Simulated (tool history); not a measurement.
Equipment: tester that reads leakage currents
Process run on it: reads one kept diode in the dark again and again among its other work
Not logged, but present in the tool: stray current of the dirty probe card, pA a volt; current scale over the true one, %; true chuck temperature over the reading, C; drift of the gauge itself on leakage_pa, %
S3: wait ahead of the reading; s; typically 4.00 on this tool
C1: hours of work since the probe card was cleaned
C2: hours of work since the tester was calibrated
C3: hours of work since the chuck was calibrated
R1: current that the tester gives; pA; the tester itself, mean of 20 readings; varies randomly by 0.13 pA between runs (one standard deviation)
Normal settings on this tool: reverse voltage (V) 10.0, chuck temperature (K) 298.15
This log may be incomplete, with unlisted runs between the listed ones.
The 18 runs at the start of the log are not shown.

Run 19, day 42.796: usual settings but S3 7.35 s; C1 1180; C2 781; C3 613. Result: R1 41.16 pA.
Run 20, day 45.983: usual settings but S3 7.35 s; C1 1226; C2 826; C3 659. Result: R1 41.19 pA.
Run 21, day 48.554: usual settings but reverse voltage (V) 10.2, chuck temperature (K) 299.15, S3 8.34 s; C1 1263; C2 863; C3 695. Result: R1 44.50 pA.
Run 22, day 51.004: usual settings but reverse voltage (V) 8.7, chuck temperature (K) 313.15, S3 3.53 s; C1 1298; C2 898; C3 731. Result: R1 112.26 pA.
Run 23, day 53.358: usual settings but reverse voltage (V) 2.5, chuck temperature (K) 333.15, S3 3.53 s; C1 1332; C2 932; C3 764. Result: R1 240.68 pA.
Run 24, day 55.058: usual settings but reverse voltage (V) 2.5, chuck temperature (K) 333.15, S3 3.53 s; C1 1356; C2 956; C3 789. Result: R1 241.77 pA.
Run 25, day 58.350: usual settings but reverse voltage (V) 1.7, S3 1.95 s; C1 1403; C2 1004; C3 836. Result: R1 20.21 pA.
Run 26, day 60.867: usual settings but reverse voltage (V) 8.6, chuck temperature (K) 295.15, S3 5.43 s; C1 1439; C2 1040; C3 872. Result: R1 31.00 pA.
Run 27, day 63.600: usual settings but reverse voltage (V) 8.6, chuck temperature (K) 295.15, S3 5.43 s; C1 1478; C2 1079; C3 911. Result: R1 31.08 pA.
Run 28, day 65.779: usual settings but reverse voltage (V) 1.5, chuck temperature (K) 304.15, S3 1.73 s; C1 1509; C2 1110; C3 942. Result: R1 29.59 pA.
At day 66.462: chuck's temperature calibrated.
Run 29, day 67.725: usual settings but chuck temperature (K) 310.15; C1 1536; C2 1137; C3 18. Result: R1 97.13 pA.
Run 30, day 70.512: usual settings but reverse voltage (V) 4.7; C1 1576; C2 1177; C3 58. Result: R1 30.41 pA.
Run 31, day 73.858: usual settings but reverse voltage (V) 4.7; C1 1624; C2 1225; C3 106. Result: R1 30.54 pA.
Run 32, day 75.350: usual settings but reverse voltage (V) 14.3, chuck temperature (K) 295.15, S3 1.75 s; C1 1645; C2 1246; C3 127. Result: R1 40.25 pA.
Run 33, day 77.492: usual settings but reverse voltage (V) 4.3, chuck temperature (K) 295.15, S3 3.62 s; C1 1676; C2 1277; C3 158. Result: R1 23.53 pA.
Run 34, day 79.512: usual settings but reverse voltage (V) 7.3, S3 0.65 s; C1 1705; C2 1306; C3 187. Result: R1 39.98 pA.
Run 35, day 82.288: usual settings but reverse voltage (V) 1.7, S3 2.24 s; C1 1745; C2 1345; C3 227. Result: R1 20.19 pA.
Run 36, day 84.988: usual settings but reverse voltage (V) 1.6, chuck temperature (K) 302.15, S3 0.57 s; C1 1783; C2 1384; C3 265. Result: R1 27.05 pA.
Run 37, day 86.938: usual settings but reverse voltage (V) 17.7, chuck temperature (K) 297.15, S3 0.98 s; C1 1811; C2 1412; C3 293. Result: R1 53.60 pA.
Run 38, day 89.142: usual settings but reverse voltage (V) 17.7, chuck temperature (K) 297.15, S3 0.98 s; C1 1843; C2 1443; C3 325. Result: R1 53.99 pA.
Run 39, day 90.592: usual settings but reverse voltage (V) 1.2, chuck temperature (K) 297.15, S3 0.98 s; C1 1864; C2 1464; C3 346. Result: R1 16.51 pA.

Predict each of these 5 candidate next runs independently; none follows another, all start after run 39:
Run A, day 93.950: usual settings but reverse voltage (V) 12.3, chuck temperature (K) 306.15, S3 5.68 s; C1 1912; C2 1512; C3 394. Result: R1 ?.
Run B, day 93.950: usual settings but reverse voltage (V) 3.5, chuck temperature (K) 297.15, S3 1.72 s; C1 1912; C2 1512; C3 394. Result: R1 ?.
Run C, day 93.950: usual settings but reverse voltage (V) 1.2, chuck temperature (K) 303.15, S3 1.89 s; C1 1912; C2 1512; C3 394. Result: R1 ?.
Run D, day 93.950: usual settings but S3 0.78 s; C1 1912; C2 1512; C3 394. Result: R1 ?.
Run E, day 93.950: usual settings but reverse voltage (V) 6.5, chuck temperature (K) 331.15; C1 1912; C2 1512; C3 394. Result: R1 ?.

run      R1
  A   79.47
  B   25.31
  C   25.31
  D   44.81
  E  312.82
The same runs, with their run-to-run variation unchanged, on a tool lacking any hidden condition would have given:
run      R1
  A   79.41
  B   25.30
  C   25.30
  D   44.77
  E  312.76

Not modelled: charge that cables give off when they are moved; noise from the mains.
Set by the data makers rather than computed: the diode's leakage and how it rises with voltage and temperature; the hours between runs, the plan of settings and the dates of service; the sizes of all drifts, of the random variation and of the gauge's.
